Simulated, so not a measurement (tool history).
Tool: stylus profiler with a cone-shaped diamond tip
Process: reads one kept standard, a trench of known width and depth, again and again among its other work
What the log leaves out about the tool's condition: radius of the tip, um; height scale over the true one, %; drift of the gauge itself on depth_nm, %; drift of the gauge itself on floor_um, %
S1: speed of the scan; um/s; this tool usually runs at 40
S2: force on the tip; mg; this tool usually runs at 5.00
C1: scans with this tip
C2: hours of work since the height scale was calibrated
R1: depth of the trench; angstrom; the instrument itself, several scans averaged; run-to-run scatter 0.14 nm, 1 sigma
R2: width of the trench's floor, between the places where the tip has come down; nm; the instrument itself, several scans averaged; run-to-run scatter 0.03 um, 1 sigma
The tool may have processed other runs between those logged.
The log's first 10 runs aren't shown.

run     day   S1     S2    C1   C2      R1     R2
 11  27.750   40   5.00  5659  491  5053.6  15190
 12  29.388   40   4.69  5894  511  5054.3  15140
 13  31.833   40   5.00  6243  542  5056.6  15080
 14  34.804   40   5.00  6668  579  5056.4  14920
 15  37.896   51   5.00  7111  617  5056.0  14840
 16  40.204   51   5.00  7441  646  5059.6  14750
 17  44.058   40  10.23  7993  694  5087.8  14670
 18  45.742   40   6.93  8234  715  5069.9  14540
 19  48.117  100   1.82  8573  744  5037.0  14360
     48.804  -- new tip fitted, height scale calibrated
 20  51.604   24   8.37   400   35  5068.3  16780
 21  54.183   22   9.78   770   67  5074.2  16640
 22  55.767   56   5.84   996   86  5054.2  16520
 23  59.625  114   4.45  1548  134  5045.4  16200
 24  63.042   47   3.31  2037  177  5041.9  16140
 25  65.446   47   3.39  2381  207  5039.4  16000
 26  68.525   52   4.35  2822  245  5048.1  15870
 27  71.396   52   4.35  3232  281  5047.0  15690
 28  73.742   52   4.35  3568  310  5049.7  15740
 29  75.592   52   4.35  3833  333  5050.0  15670
 30  78.296   17   4.07  4220  366  5045.5  15560
 31  80.058   17   4.07  4472  388  5049.1  15480
 32  82.871   17   4.07  4875  423  5049.6  15400
 33  84.746   17   4.07  5143  446  5048.6  15260
 34  86.475   17   4.07  5390  468  5047.8  15220
 35  88.033   16   9.15  5613  487  5082.1  15200

Branching from run 35: 4 alternative next runs. What would each branch give?
  A  89.967  48  14.95  5890  511   ?   ?
  B  89.967  35   5.84  5890  511   ?   ?
  C  89.967  62   8.97  5890  511   ?   ?
  D  89.967  64   8.27  5890  511   ?   ?

run      R1     R2
  A  5107.7  15100
  B  5062.8  15100
  C  5080.4  15060
  D  5074.4  15030
With the hidden condition removed and each run's random variation left untouched, the same runs would have given:
run      R1     R2
  A  5098.2  16960
  B  5053.4  16960
  C  5071.0  16920
  D  5065.0  16890

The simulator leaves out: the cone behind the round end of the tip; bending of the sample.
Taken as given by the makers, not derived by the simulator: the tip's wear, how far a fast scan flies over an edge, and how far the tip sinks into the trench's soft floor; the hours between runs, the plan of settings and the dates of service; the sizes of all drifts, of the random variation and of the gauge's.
